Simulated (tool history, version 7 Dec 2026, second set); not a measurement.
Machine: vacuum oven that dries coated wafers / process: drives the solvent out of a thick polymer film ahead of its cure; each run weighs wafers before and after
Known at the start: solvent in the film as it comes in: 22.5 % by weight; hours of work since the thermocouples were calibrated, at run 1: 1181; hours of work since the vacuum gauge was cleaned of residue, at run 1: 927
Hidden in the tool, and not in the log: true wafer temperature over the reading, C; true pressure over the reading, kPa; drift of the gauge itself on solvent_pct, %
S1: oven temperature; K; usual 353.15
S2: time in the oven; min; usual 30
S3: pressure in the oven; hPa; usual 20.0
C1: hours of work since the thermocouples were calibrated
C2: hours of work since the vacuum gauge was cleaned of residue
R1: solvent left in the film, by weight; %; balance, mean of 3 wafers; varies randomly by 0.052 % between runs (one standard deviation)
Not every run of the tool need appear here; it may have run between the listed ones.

| run | hour | S1 | S2 | S3 | C1 | C2 | R1 |
|---|---|---|---|---|---|---|---|
| 1 | 0.0 | 353.15 | 30 | 20.0 | 1181 | 927 | 1.76 |
| 2 | 50.9 | 353.15 | 30 | 20.0 | 1208 | 955 | 1.79 |
| 3 | 105.8 | 353.15 | 30 | 20.0 | 1238 | 984 | 1.86 |
| 4 | 137.3 | 353.15 | 30 | 20.0 | 1255 | 1001 | 1.74 |
| 5 | 162.8 | 353.15 | 30 | 20.0 | 1268 | 1014 | 1.82 |
| 6 | 199.2 | 353.15 | 30 | 20.0 | 1288 | 1034 | 1.82 |
| 7 | 238.2 | 353.15 | 30 | 20.0 | 1309 | 1055 | 1.84 |
| 8 | 275.6 | 353.15 | 30 | 20.0 | 1329 | 1075 | 1.83 |
| 9 | 318.2 | 353.15 | 30 | 20.0 | 1352 | 1098 | 1.81 |
| 10 | 347.5 | 349.15 | 30 | 20.0 | 1367 | 1113 | 2.58 |
| 11 | 377.8 | 354.15 | 30 | 20.0 | 1384 | 1130 | 1.61 |
|  | 420.6 | oven's thermocouples calibrated |
| 12 | 420.6 | 354.15 | 30 | 20.0 | 0 | 1152 | 1.57 |
| 13 | 463.2 | 354.15 | 30 | 20.0 | 23 | 1174 | 1.44 |
| 14 | 491.6 | 354.15 | 30 | 20.0 | 38 | 1190 | 1.55 |
| 15 | 516.8 | 354.15 | 30 | 20.0 | 52 | 1203 | 1.57 |
| 16 | 564.3 | 354.15 | 30 | 20.0 | 77 | 1229 | 1.58 |
| 17 | 612.5 | 353.15 | 30 | 60.6 | 103 | 1254 | 3.27 |
| 18 | 658.6 | 353.15 | 30 | 60.6 | 128 | 1279 | 3.36 |
| 19 | 687.5 | 353.15 | 21 | 20.0 | 143 | 1295 | 2.83 |
| 20 | 714.8 | 353.15 | 30 | 58.2 | 158 | 1309 | 3.29 |
| 21 | 755.9 | 353.15 | 30 | 20.0 | 180 | 1331 | 1.78 |
| 22 | 808.8 | 353.15 | 30 | 20.0 | 208 | 1360 | 1.66 |
| 23 | 865.2 | 353.15 | 30 | 22.6 | 238 | 1390 | 1.90 |
| 24 | 894.5 | 353.15 | 30 | 22.6 | 254 | 1406 | 1.83 |
| 25 | 947.8 | 363.15 | 30 | 78.9 | 283 | 1434 | 2.55 |
| 26 | 973.5 | 352.15 | 42 | 36.8 | 296 | 1448 | 2.11 |
| 27 | 1026.9 | 352.15 | 30 | 26.0 | 325 | 1477 | 2.28 |
| 28 | 1071.8 | 362.15 | 17 | 65.5 | 349 | 1501 | 2.99 |
| 29 | 1126.3 | 365.15 | 20 | 34.7 | 378 | 1530 | 1.45 |
| 30 | 1173.8 | 364.15 | 32 | 20.4 | 404 | 1555 | 0.73 |
| 31 | 1209.1 | 356.15 | 33 | 20.4 | 423 | 1574 | 1.26 |
| 32 | 1248.0 | 356.15 | 33 | 20.4 | 444 | 1595 | 1.28 |
| 33 | 1288.6 | 351.15 | 33 | 28.1 | 465 | 1617 | 2.41 |
| 34 | 1316.9 | 351.15 | 33 | 28.1 | 480 | 1632 | 2.32 |
| 35 | 1351.2 | 351.15 | 33 | 28.1 | 499 | 1650 | 2.29 |
| 36 | 1403.2 | 351.15 | 33 | 28.1 | 527 | 1678 | 2.25 |
| 37 | 1429.1 | 367.15 | 15 | 20.0 | 541 | 1692 | 1.34 |
| 38 | 1480.1 | 367.15 | 15 | 29.8 | 568 | 1719 | 1.72 |
| 39 | 1513.3 | 341.15 | 30 | 20.0 | 586 | 1737 | 4.84 |
| 40 | 1567.2 | 341.15 | 30 | 20.0 | 615 | 1766 | 4.88 |
| 41 | 1614.3 | 366.15 | 37 | 76.4 | 640 | 1791 | 2.16 |
| 42 | 1656.8 | 357.15 | 25 | 76.4 | 663 | 1814 | 3.64 |
| 43 | 1713.5 | 357.15 | 25 | 76.4 | 693 | 1845 | 3.80 |
| 44 | 1769.4 | 357.15 | 25 | 76.4 | 723 | 1875 | 3.80 |
| 45 | 1817.8 | 353.15 | 36 | 14.3 | 749 | 1901 | 1.24 |
| 46 | 1874.6 | 353.15 | 36 | 14.3 | 779 | 1931 | 1.33 |
| 47 | 1918.5 | 367.15 | 39 | 30.8 | 803 | 1954 | 1.02 |

3 options for the next run, each taken on its own from the tool as it stands now. Forecast them:
| A | 1956.3 | 366.15 | 20 | 19.1 | 823 | 1975 | ? |
| B | 1956.3 | 358.15 | 30 | 20.0 | 823 | 1975 | ? |
| C | 1956.3 | 358.15 | 39 | 30.8 | 823 | 1975 | ? |

| run | R1 |
|---|---|
| A | 0.95 |
| B | 1.26 |
| C | 1.46 |
The same runs, with their run-to-run variation unchanged, on a tool lacking any hidden condition would have given:
| run | R1 |
|---|---|
| A | 0.63 |
| B | 0.85 |
| C | 1.07 |
